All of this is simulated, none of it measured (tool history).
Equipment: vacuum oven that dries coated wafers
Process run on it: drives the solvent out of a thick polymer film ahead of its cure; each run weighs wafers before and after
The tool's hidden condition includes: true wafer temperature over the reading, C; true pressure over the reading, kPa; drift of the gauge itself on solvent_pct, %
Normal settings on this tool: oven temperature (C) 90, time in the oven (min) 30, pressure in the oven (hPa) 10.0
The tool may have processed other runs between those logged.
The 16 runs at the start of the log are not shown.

| run | hour | oven temperature (C) | time in the oven (min) | pressure in the oven (hPa) | hours of work since the thermocouples were calibrated | hours of work since the vacuum gauge was cleaned of residue | solvent left in the film (%) |
|---|---|---|---|---|---|---|---|
| 17 | 871.4 | 80 | 28 | 10.0 | 211 | 2413 | 6.50 |
| 18 | 915.8 | 80 | 28 | 10.0 | 238 | 2439 | 6.38 |
| 19 | 985.4 | 102 | 28 | 18.8 | 280 | 2481 | 2.11 |
| 20 | 1062.6 | 89 | 28 | 6.7 | 326 | 2528 | 3.21 |
| 21 | 1107.8 | 102 | 38 | 10.0 | 353 | 2555 | 1.25 |
|  | 1119.7 | vacuum gauge cleaned of residue and calibrated |
| 22 | 1162.4 | 102 | 38 | 10.0 | 385 | 26 | 0.93 |
| 23 | 1232.8 | 81 | 21 | 24.0 | 427 | 68 | 8.33 |
| 24 | 1278.7 | 81 | 21 | 24.0 | 455 | 95 | 8.35 |
| 25 | 1321.4 | 84 | 44 | 24.0 | 480 | 121 | 5.25 |
| 26 | 1380.8 | 84 | 44 | 24.0 | 516 | 157 | 5.25 |
| 27 | 1434.9 | 90 | 20 | 24.6 | 548 | 189 | 5.57 |
| 28 | 1505.6 | 101 | 42 | 14.1 | 591 | 231 | 1.25 |
| 29 | 1565.7 | 90 | 38 | 10.0 | 627 | 267 | 2.09 |
| 30 | 1602.6 | 93 | 24 | 10.0 | 649 | 290 | 2.61 |
| 31 | 1671.8 | 90 | 38 | 8.9 | 690 | 331 | 2.07 |

Branching from run 31: 4 alternative next runs. What would each branch give?
| A | 1747.0 | 98 | 31 | 8.2 | 735 | 376 | ? |
| B | 1747.0 | 90 | 30 | 5.0 | 735 | 376 | ? |
| C | 1747.0 | 87 | 29 | 32.2 | 735 | 376 | ? |
| D | 1747.0 | 89 | 30 | 6.5 | 735 | 376 | ? |

| run | solvent left in the film (%) |
|---|---|
| A | 1.24 |
| B | 2.18 |
| C | 6.52 |
| D | 2.75 |
With no hidden state in the tool, these same runs would have given:
| run | solvent left in the film (%) |
|---|---|
| A | 1.10 |
| B | 1.92 |
| C | 6.18 |
| D | 2.48 |

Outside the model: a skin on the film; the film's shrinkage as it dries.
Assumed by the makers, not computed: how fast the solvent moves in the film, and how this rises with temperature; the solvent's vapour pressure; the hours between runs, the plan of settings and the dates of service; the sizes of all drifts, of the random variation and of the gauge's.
